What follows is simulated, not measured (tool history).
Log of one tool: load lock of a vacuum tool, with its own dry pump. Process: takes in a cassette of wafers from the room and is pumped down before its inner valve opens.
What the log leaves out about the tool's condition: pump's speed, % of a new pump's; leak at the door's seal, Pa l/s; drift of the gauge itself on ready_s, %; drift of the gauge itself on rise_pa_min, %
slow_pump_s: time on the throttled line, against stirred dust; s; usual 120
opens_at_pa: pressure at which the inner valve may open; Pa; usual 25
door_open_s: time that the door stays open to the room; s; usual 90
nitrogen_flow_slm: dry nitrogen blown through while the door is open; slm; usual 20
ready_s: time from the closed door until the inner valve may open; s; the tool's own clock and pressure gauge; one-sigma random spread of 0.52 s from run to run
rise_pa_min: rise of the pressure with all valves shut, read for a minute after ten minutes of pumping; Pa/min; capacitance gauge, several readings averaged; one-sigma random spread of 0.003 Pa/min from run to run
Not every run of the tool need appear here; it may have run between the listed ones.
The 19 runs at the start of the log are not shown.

run	hour	slow_pump_s	opens_at_pa	door_open_s	nitrogen_flow_slm	hours that the pump has run since its overhaul	times that the door has closed on its seal	incoming humidity of the room's air, %	ready_s	rise_pa_min
20	1521.7	186	18	39	10	477	6164	44.2	212.7	0.041
21	1620.4	186	18	39	10	576	6330	47.5	214.1	0.038
22	1669.4	120	18	90	20	625	6412	42.2	156.0	0.051
23	1746.6	120	18	90	20	702	6542	45.7	155.2	0.056
24	1791.2	120	24	166	20	747	6617	43.1	154.8	0.065
25	1848.4	120	24	166	20	804	6713	45.8	153.6	0.064
26	1949.4	120	37	166	5	905	6883	46.9	151.6	0.090
27	2031.5	70	25	29	9	987	7021	44.0	109.4	0.036
28	2138.4	70	25	29	9	1094	7200	46.8	109.6	0.043
29	2214.0	120	25	65	37	1170	7327	43.9	154.2	0.039
30	2271.6	120	25	65	37	1227	7424	45.3	153.4	0.038
31	2327.6	120	25	65	37	1283	7518	44.0	153.7	0.042
32	2400.6	208	25	90	5	1356	7641	44.0	230.9	0.070
33	2450.1	120	49	163	30	1406	7724	43.4	150.0	0.054
34	2533.8	120	49	163	30	1489	7864	46.3	150.3	0.058
35	2581.4	120	49	117	14	1537	7944	47.1	150.2	0.063
36	2626.0	120	25	35	11	1582	8019	44.4	154.1	0.044

4 options for the next run, each taken on its own from the tool as it stands now. Forecast them:
A	2730.9	134	25	40	11	1686	8195	42.7	?	?
B	2730.9	68	25	160	42	1686	8195	46.3	?	?
C	2730.9	120	25	172	11	1686	8195	44.4	?	?
D	2730.9	141	25	32	27	1686	8195	45.4	?	?

run	ready_s	rise_pa_min
A	164.8	0.045
B	107.6	0.048
C	153.4	0.071
D	171.9	0.035
Without the tool's hidden state the same runs would have given:
run	ready_s	rise_pa_min
A	164.2	0.033
B	106.8	0.036
C	152.7	0.059
D	171.3	0.023

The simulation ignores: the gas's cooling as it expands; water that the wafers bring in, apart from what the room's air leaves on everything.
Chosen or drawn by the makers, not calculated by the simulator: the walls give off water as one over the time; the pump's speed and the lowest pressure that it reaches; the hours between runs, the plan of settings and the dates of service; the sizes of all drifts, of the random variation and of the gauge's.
